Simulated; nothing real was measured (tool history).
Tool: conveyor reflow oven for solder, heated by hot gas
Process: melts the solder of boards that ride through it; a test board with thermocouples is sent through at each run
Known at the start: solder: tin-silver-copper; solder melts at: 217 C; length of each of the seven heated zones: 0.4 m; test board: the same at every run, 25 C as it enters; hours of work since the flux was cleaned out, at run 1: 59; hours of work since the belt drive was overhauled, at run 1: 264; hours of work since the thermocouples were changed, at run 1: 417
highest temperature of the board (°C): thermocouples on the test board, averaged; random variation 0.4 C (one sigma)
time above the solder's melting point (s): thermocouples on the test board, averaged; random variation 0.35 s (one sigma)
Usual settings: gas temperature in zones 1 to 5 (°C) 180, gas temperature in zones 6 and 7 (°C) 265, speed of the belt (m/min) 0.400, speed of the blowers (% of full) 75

run    hour  gas temperature in zones 1 to 5 (°C)  gas temperature in zones 6 and 7 (°C)  speed of the belt (m/min)  speed of the blowers (% of full)  hours of work since the flux was cleaned out  hours of work since the belt drive was overhauled  hours of work since the thermocouples were changed  highest temperature of the board (°C)  time above the solder's melting point (s)
  1     0.0                                   180                                    265                      0.400                                75                                            59                                                264                                                 417                                  254.5                                       98.9
  2    49.1                                   180                                    265                      0.400                                75                                            94                                                300                                                 453                                  253.4                                       98.4
  3    87.3                                   180                                    265                      0.400                                75                                           122                                                327                                                 481                                  252.9                                       97.8
  4   120.7                                   180                                    279                      0.400                                75                                           146                                                352                                                 505                                  265.6                                      108.3
  5   176.0                                   180                                    279                      0.400                                75                                           186                                                392                                                 545                                  265.5                                      107.9
  6   247.0                                   180                                    265                      0.400                                75                                           237                                                443                                                 596                                  251.8                                       96.1
  7   308.8                                   180                                    265                      0.361                                75                                           282                                                488                                                 641                                  254.2                                      111.1
  8   343.4                                   180                                    265                      0.361                                83                                           307                                                513                                                 666                                  255.3                                      111.7
      409.0  -- flux residue cleaned out of gas plates and filters
  9   409.0                                   180                                    265                      0.361                                83                                             0                                                557                                                 710                                  256.4                                      113.3
 10   442.6                                   180                                    277                      0.400                                75                                            24                                                581                                                 734                                  264.2                                      108.1
 11   478.2                                   180                                    277                      0.400                                75                                            50                                                607                                                 760                                  264.0                                      107.7
 12   517.5                                   180                                    277                      0.400                                75                                            79                                                635                                                 789                                  263.5                                      107.6
 13   569.6                                   180                                    277                      0.400                                75                                           116                                                673                                                 826                                  263.1                                      107.1
 14   618.4                                   180                                    277                      0.400                                75                                           152                                                708                                                 862                                  262.8                                      107.4
 15   670.6                                   180                                    265                      0.324                                75                                           189                                                746                                                 899                                  255.6                                      127.2
 16   705.0                                   166                                    263                      0.400                                67                                           214                                                771                                                 924                                  246.5                                       82.3
 17   772.3                                   166                                    263                      0.400                                67                                           263                                                820                                                 973                                  246.9                                       81.2
 18   816.0                                   166                                    260                      0.400                                85                                           295                                                851                                                1005                                  245.1                                       81.6
 19   854.4                                   182                                    277                      0.373                                52                                           322                                                879                                                1032                                  260.1                                      113.2
      900.0  -- flux residue cleaned out of gas plates and filters
 20   902.7                                   182                                    277                      0.373                                52                                             2                                                910                                                1064                                  261.7                                      115.7
 21   948.3                                   180                                    265                      0.410                                75                                            35                                                943                                                1097                                  251.0                                       94.7
      960.1  -- thermocouples of zones 6 and 7 changed
 22  1022.1                                   165                                    265                      0.400                                61                                            87                                                995                                                  45                                  252.0                                       88.7
 23  1076.4                                   183                                    265                      0.368                                56                                           126                                               1035                                                  84                                  255.8                                      111.9
 24  1143.9                                   180                                    265                      0.400                                56                                           175                                               1084                                                 133                                  252.8                                       97.2
 25  1197.6                                   190                                    258                      0.400                                54                                           214                                               1122                                                 172                                  246.1                                       98.0
 26  1255.1                                   184                                    278                      0.400                                86                                           256                                               1164                                                 214                                  268.1                                      114.0
 27  1322.6                                   166                                    278                      0.440                                86                                           304                                               1213                                                 262                                  262.9                                       90.3
 28  1371.6                                   180                                    274                      0.400                                88                                           340                                               1248                                                 298                                  263.5                                      107.9
     1395.4  -- flux residue cleaned out of gas plates and filters
 29  1456.6                                   194                                    278                      0.427                                75                                            44                                               1306                                                 356                                  267.0                                      112.1

Measured less the same run without the tool's hidden state. The same run-to-run variation is in both; the gauge's scatter may not be:
The hidden state here: heat that the gas passes to the board, % of a clean oven's; belt's true speed, % of the reading; true gas temperature in zones 6 and 7 over the reading, C; drift of the gauge itself on peak_c, C; drift of the gauge itself on liquid_s, %.
run  highest temperature of the board (°C)  time above the solder's melting point (s)
  1                                   -1.9                                       -1.2
  2                                   -2.2                                       -1.5
  3                                   -2.4                                       -1.8
  4                                   -2.8                                       -1.2
  5                                   -3.2                                       -1.4
  6                                   -3.5                                       -3.0
  7                                   -3.7                                       -3.1
  8                                   -4.0                                       -3.2
  9                                   -2.6                                       -0.8
 10                                   -2.8                                       -0.6
 11                                   -2.9                                       -0.8
 12                                   -3.3                                       -1.0
 13                                   -3.7                                       -1.2
 14                                   -3.9                                       -1.5
 15                                   -4.1                                       -2.2
 16                                   -4.6                                       -4.8
 17                                   -5.1                                       -5.6
 18                                   -5.5                                       -6.4
 19                                   -5.1                                       -2.6
 20                                   -3.5                                       -0.8
 21                                   -3.9                                       -1.7
 22                                   +0.3                                       +1.9
 23                                   +0.0                                       +2.1
 24                                   -0.5                                       +1.2
 25                                   -0.7                                       +0.9
 26                                   -1.5                                       +1.5
 27                                   -2.6                                       -0.3
 28                                   -2.4                                       +0.4
 29                                   -0.7                                       +2.3

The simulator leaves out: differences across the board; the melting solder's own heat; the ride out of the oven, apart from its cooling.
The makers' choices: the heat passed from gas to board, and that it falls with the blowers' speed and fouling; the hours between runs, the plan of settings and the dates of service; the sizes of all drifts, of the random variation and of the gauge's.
